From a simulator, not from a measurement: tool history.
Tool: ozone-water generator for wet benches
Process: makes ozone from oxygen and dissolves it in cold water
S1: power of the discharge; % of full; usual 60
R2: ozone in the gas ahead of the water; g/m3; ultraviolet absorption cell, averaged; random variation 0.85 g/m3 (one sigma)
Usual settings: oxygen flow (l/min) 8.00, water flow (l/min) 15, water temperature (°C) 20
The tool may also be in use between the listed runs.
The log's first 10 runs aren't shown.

Run 11, hour 226.6: usual settings but water flow (l/min) 22. Result: dissolved ozone (ppm) 16.2, R2 136.1 g/m3.
Run 12, hour 245.4: usual settings but water flow (l/min) 22. Result: dissolved ozone (ppm) 16.3, R2 136.0 g/m3.
Run 13, hour 274.4: usual settings. Result: dissolved ozone (ppm) 21.4, R2 134.5 g/m3.
Run 14, hour 293.6: usual settings. Result: dissolved ozone (ppm) 21.6, R2 133.6 g/m3.
Run 15, hour 326.2: usual settings but S1 44 % of full. Result: dissolved ozone (ppm) 17.2, R2 108.5 g/m3.
Run 16, hour 355.3: usual settings but S1 44 % of full. Result: dissolved ozone (ppm) 17.5, R2 108.9 g/m3.
Run 17, hour 380.9: usual settings but S1 44 % of full, oxygen flow (l/min) 9.17. Result: dissolved ozone (ppm) 17.6, R2 103.7 g/m3.
Run 18, hour 412.0: usual settings but oxygen flow (l/min) 5.83. Result: dissolved ozone (ppm) 21.2, R2 149.5 g/m3.
Run 19, hour 433.3: usual settings but oxygen flow (l/min) 4.77, water flow (l/min) 22, water temperature (°C) 24. Result: dissolved ozone (ppm) 14.0, R2 163.9 g/m3.
Run 20, hour 460.9: usual settings but S1 76 % of full, oxygen flow (l/min) 13.83, water flow (l/min) 11, water temperature (°C) 26. Result: dissolved ozone (ppm) 24.0, R2 131.0 g/m3.
Run 21, hour 488.8: usual settings but S1 76 % of full, oxygen flow (l/min) 10.60, water temperature (°C) 13. Result: dissolved ozone (ppm) 28.8, R2 143.3 g/m3.

Forecast run 22:
Run 22, hour 515.9: usual settings but S1 76 % of full, oxygen flow (l/min) 10.60, water temperature (°C) 13. Result: dissolved ozone (ppm) ?, R2 ?.

{"run 22": {"dissolved ozone (ppm)": 28.7, "R2": 142.4}}
Without the tool's hidden state the same run would have given dissolved ozone (ppm) 30.3, R2 146.8 g/m3.

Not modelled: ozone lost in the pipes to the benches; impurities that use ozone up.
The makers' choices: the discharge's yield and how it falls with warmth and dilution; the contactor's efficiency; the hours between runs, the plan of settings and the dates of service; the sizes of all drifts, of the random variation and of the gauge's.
